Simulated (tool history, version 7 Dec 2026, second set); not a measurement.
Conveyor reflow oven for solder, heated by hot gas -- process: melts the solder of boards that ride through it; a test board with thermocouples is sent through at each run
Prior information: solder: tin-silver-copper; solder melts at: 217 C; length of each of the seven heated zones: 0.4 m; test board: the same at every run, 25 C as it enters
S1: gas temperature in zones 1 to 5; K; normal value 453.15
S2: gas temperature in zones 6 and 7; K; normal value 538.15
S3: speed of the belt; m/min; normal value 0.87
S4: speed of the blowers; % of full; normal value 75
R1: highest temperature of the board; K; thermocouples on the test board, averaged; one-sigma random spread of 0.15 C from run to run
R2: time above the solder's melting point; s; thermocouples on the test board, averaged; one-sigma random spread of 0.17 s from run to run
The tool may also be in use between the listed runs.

| run | hour | S1 | S2 | S3 | S4 | R1 | R2 |
|---|---|---|---|---|---|---|---|
| 1 | 0 | 453.15 | 538.15 | 0.87 | 75 | 522.55 | 41.4 |
| 2 | 9.6 | 453.15 | 538.15 | 0.87 | 75 | 522.05 | 41.2 |
| 3 | 24.8 | 453.15 | 538.15 | 0.87 | 75 | 522.55 | 41.1 |
| 4 | 34.4 | 453.15 | 538.15 | 0.87 | 75 | 522.45 | 41.5 |
| 5 | 44.1 | 453.15 | 538.15 | 0.87 | 75 | 522.25 | 41 |
| 6 | 51.7 | 453.15 | 538.15 | 0.87 | 75 | 522.35 | 40.9 |
| 7 | 67 | 453.15 | 538.15 | 0.87 | 75 | 522.25 | 41.2 |
| 8 | 80.3 | 453.15 | 542.15 | 0.87 | 75 | 525.65 | 42.9 |
| 9 | 91.8 | 445.15 | 542.15 | 0.87 | 75 | 524.05 | 39.7 |
| 10 | 103.5 | 445.15 | 542.15 | 0.87 | 75 | 523.95 | 39.8 |
| 11 | 114.5 | 453.15 | 544.15 | 0.87 | 75 | 527.65 | 43.6 |
|  | 130.9 | flux residue cleaned out of gas plates and filters |
| 12 | 132.9 | 453.15 | 528.15 | 0.87 | 75 | 515.05 | 37.1 |
| 13 | 143 | 453.15 | 538.15 | 1.005 | 75 | 518.85 | 33.1 |
| 14 | 155 | 453.15 | 538.15 | 0.87 | 75 | 523.55 | 42.2 |
| 15 | 170.3 | 453.15 | 538.15 | 0.87 | 75 | 523.45 | 42.1 |
| 16 | 182.6 | 463.15 | 550.15 | 0.744 | 51 | 533.25 | 57.9 |
| 17 | 190.5 | 463.15 | 550.15 | 0.744 | 51 | 533.05 | 58 |
| 18 | 207.9 | 463.15 | 550.15 | 0.744 | 51 | 533.25 | 57.7 |
| 19 | 224.1 | 463.15 | 550.15 | 0.744 | 51 | 533.45 | 57.6 |
| 20 | 233.2 | 449.15 | 528.15 | 0.81 | 76 | 516.25 | 39.7 |
| 21 | 251.2 | 449.15 | 528.15 | 0.81 | 76 | 516.05 | 40 |
| 22 | 258.7 | 451.15 | 534.15 | 0.81 | 76 | 521.65 | 44.3 |
| 23 | 275.2 | 451.15 | 533.15 | 0.871 | 76 | 518.85 | 38.9 |
| 24 | 289 | 451.15 | 533.15 | 0.871 | 76 | 519.05 | 38.7 |

Run 25, settings as shown, results not yet in. Your forecast:
| 25 | 301.7 | 442.15 | 540.15 | 0.87 | 87 | ? | ? |

{"run 25": {"R1": 525.65, "R2": 41}}
Minus the tool's unlogged condition, the same run would have read R1 525.95 K, R2 41 s.

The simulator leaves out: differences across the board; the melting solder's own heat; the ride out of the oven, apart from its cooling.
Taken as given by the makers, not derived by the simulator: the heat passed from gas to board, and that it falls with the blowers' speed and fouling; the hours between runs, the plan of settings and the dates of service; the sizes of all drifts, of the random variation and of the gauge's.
